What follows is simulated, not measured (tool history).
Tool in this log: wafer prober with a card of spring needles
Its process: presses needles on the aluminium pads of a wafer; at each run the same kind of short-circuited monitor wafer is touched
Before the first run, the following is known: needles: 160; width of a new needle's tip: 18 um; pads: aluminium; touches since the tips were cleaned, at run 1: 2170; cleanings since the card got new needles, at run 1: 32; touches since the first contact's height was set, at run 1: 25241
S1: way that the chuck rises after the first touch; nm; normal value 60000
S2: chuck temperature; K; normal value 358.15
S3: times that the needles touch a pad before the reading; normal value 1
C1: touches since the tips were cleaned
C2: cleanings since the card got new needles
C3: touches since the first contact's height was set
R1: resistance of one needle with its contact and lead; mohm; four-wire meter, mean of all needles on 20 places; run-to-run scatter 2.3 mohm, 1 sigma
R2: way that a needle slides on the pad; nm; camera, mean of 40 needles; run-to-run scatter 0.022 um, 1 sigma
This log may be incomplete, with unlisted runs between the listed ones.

run,hour,S1,S2,S3,C1,C2,C3,R1,R2
1,0.0,60000,358.15,1,2170,32,25241,296,8510
# hour 28.3: tips cleaned on abrasive film
# hour 63.8: tips cleaned on abrasive film
2,68.9,55000,358.15,1,1038,34,39189,293,7780
# hour 102.2: tips cleaned on abrasive film
3,114.7,55000,358.15,1,2538,35,48462,316,7770
# hour 141.0: tips cleaned on abrasive film
# hour 178.2: tips cleaned on abrasive film
4,188.0,55000,358.15,1,1986,37,63294,301,7720
# hour 213.6: tips cleaned on abrasive film
5,229.2,55000,358.15,1,3158,38,71631,317,7700
# hour 249.3: tips cleaned on abrasive film
# hour 286.5: tips cleaned on abrasive film
6,318.4,60000,358.15,3,6475,40,89710,273,8420
# hour 326.5: tips cleaned on abrasive film
# hour 368.1: tips cleaned on abrasive film
7,399.1,60000,384.15,3,6292,42,106046,281,8370
# hour 404.9: tips cleaned on abrasive film
# hour 441.5: tips cleaned on abrasive film
8,470.0,60000,314.15,1,5787,44,120399,309,8400
# hour 479.4: tips cleaned on abrasive film
# hour 520.4: tips cleaned on abrasive film
9,547.0,60000,314.15,1,5385,46,135972,302,8400
# hour 559.3: tips cleaned on abrasive film
# hour 600.1: tips cleaned on abrasive film
10,616.5,61000,358.15,1,3329,48,150045,306,8460
# hour 636.8: tips cleaned on abrasive film
# hour 672.2: tips cleaned on abrasive film
11,676.9,61000,358.15,1,961,50,162264,288,8440
# hour 710.0: tips cleaned on abrasive film
12,725.1,61000,358.15,1,3062,51,172025,311,8470
# hour 748.1: tips cleaned on abrasive film
13,770.2,54000,358.15,1,4488,52,181173,335,7460
# hour 784.0: tips cleaned on abrasive film
# hour 819.7: tips cleaned on abrasive film
14,835.9,54000,358.15,1,3291,54,194457,318,7400
# hour 855.8: tips cleaned on abrasive film
# hour 891.1: tips cleaned on abrasive film
15,922.1,60000,341.15,1,6289,56,211905,315,8310
# hour 928.7: tips cleaned on abrasive film
16,959.4,60000,340.15,2,6220,57,219454,288,8260
# hour 967.3: tips cleaned on abrasive film
# hour 1003.9: tips cleaned on abrasive film
# hour 1044.0: tips cleaned on abrasive film
17,1044.0,68000,358.15,1,0,60,236571,259,9360
# hour 1080.7: tips cleaned on abrasive film
18,1101.1,68000,358.15,1,4140,61,248136,300,9380
# hour 1109.5: height of the first contact set anew
# hour 1117.4: tips cleaned on abrasive film
# hour 1154.2: tips cleaned on abrasive film
19,1187.7,60000,323.15,2,6798,63,15847,285,8500
# hour 1192.8: tips cleaned on abrasive film
20,1224.8,60000,323.15,2,6510,64,23355,284,8450
# hour 1228.5: tips cleaned on abrasive film
# hour 1264.8: tips cleaned on abrasive film
21,1274.6,72000,323.15,2,2003,66,33422,266,10140
# hour 1301.9: tips cleaned on abrasive film
22,1329.2,73000,358.15,2,5539,67,44482,281,10250
# hour 1340.8: tips cleaned on abrasive film
# hour 1377.5: tips cleaned on abrasive film
23,1393.4,66000,314.15,1,3238,69,57477,290,9270
# hour 1412.9: tips cleaned on abrasive film
24,1431.0,55000,303.15,2,3664,70,65079,284,7700
# hour 1449.4: tips cleaned on abrasive film
# hour 1486.7: tips cleaned on abrasive film
25,1503.4,62000,358.15,1,3389,72,79728,310,8660
# hour 1524.5: tips cleaned on abrasive film
26,1551.4,62000,358.15,1,5466,73,89461,314,8700
# hour 1562.3: tips cleaned on abrasive film
27,1596.3,55000,358.15,1,6888,74,98546,330,7680
# hour 1600.9: tips cleaned on abrasive film
# hour 1642.4: tips cleaned on abrasive film
28,1648.1,60000,324.15,1,1160,76,109022,277,8370

4 ways to go on from here, each from the tool as it stands after run 28. What would each give?
# hour 1681.3: tips cleaned on abrasive film
A,1693.7,49000,371.15,1,2507,77,118253,?,?
# hour 1681.3: tips cleaned on abrasive film
B,1693.7,52000,324.15,1,2507,77,118253,?,?
# hour 1681.3: tips cleaned on abrasive film
C,1693.7,44000,339.15,1,2507,77,118253,?,?
# hour 1681.3: tips cleaned on abrasive film
D,1693.7,60000,379.15,3,2507,77,118253,?,?

run,R1,R2
A,330,6790
B,317,7210
C,348,6110
D,275,8340
The same runs, with their run-to-run variation unchanged, on a tool lacking any hidden condition would have given:
run,R1,R2
A,258,6940
B,247,7360
C,254,6260
D,256,8490
